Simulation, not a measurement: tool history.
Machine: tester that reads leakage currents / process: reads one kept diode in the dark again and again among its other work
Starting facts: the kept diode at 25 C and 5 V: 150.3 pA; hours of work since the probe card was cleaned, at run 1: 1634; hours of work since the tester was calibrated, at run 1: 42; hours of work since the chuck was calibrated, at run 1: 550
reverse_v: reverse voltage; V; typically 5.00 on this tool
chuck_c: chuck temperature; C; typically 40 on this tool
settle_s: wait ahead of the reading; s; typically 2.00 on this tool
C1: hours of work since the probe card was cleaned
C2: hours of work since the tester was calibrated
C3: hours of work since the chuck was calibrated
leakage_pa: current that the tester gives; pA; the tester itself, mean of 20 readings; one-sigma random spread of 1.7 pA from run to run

Run 1, hour 0.0: usual settings; C1 1634; C2 42; C3 550. Result: leakage_pa 555.13 pA.
Run 2, hour 22.3: usual settings; C1 1651; C2 58; C3 566. Result: leakage_pa 551.62 pA.
Run 3, hour 47.3: usual settings but chuck_c 57 C; C1 1669; C2 77; C3 585. Result: leakage_pa 2085.59 pA.
Run 4, hour 79.4: usual settings; C1 1693; C2 100; C3 608. Result: leakage_pa 552.62 pA.
Run 5, hour 97.6: usual settings; C1 1706; C2 114; C3 622. Result: leakage_pa 552.43 pA.
Run 6, hour 111.9: usual settings; C1 1717; C2 124; C3 632. Result: leakage_pa 550.74 pA.
Run 7, hour 142.6: usual settings; C1 1740; C2 147; C3 655. Result: leakage_pa 552.10 pA.
Run 8, hour 170.7: usual settings; C1 1760; C2 168; C3 676. Result: leakage_pa 553.82 pA.
Run 9, hour 196.5: usual settings; C1 1779; C2 187; C3 695. Result: leakage_pa 555.14 pA.
Run 10, hour 223.2: usual settings; C1 1799; C2 206; C3 714. Result: leakage_pa 554.34 pA.
Run 11, hour 253.4: usual settings but settle_s 1.07 s; C1 1821; C2 228; C3 737. Result: leakage_pa 557.38 pA.
Run 12, hour 281.8: usual settings but settle_s 1.07 s; C1 1842; C2 249; C3 758. Result: leakage_pa 556.25 pA.
Run 13, hour 313.2: usual settings but settle_s 1.07 s; C1 1865; C2 272; C3 781. Result: leakage_pa 554.64 pA.
Run 14, hour 341.7: usual settings but settle_s 1.07 s; C1 1886; C2 294; C3 802. Result: leakage_pa 555.05 pA.
Run 15, hour 355.4: usual settings but settle_s 1.06 s; C1 1896; C2 304; C3 812. Result: leakage_pa 554.16 pA.
Run 16, hour 381.8: usual settings but settle_s 1.06 s; C1 1916; C2 323; C3 831. Result: leakage_pa 552.04 pA.
Run 17, hour 408.9: usual settings; C1 1936; C2 343; C3 851. Result: leakage_pa 550.63 pA.
Run 18, hour 428.1: usual settings; C1 1950; C2 357; C3 865. Result: leakage_pa 553.01 pA.
Run 19, hour 448.8: usual settings; C1 1965; C2 372; C3 881. Result: leakage_pa 555.23 pA.
Run 20, hour 465.9: usual settings; C1 1978; C2 385; C3 893. Result: leakage_pa 554.60 pA.
Run 21, hour 492.6: usual settings but reverse_v 2.29 V, chuck_c 24 C, settle_s 0.34 s; C1 1997; C2 405; C3 913. Result: leakage_pa 99.71 pA.

What will run 22 give?
Run 22, hour 507.7: usual settings but reverse_v 2.68 V, chuck_c 51 C, settle_s 2.39 s; C1 2008; C2 416; C3 924. Result: leakage_pa ?.

leakage_pa: 1014.60 pA
Were there no unlogged condition in the tool, this run, its random variation unchanged, would have produced leakage_pa 1013.18 pA.
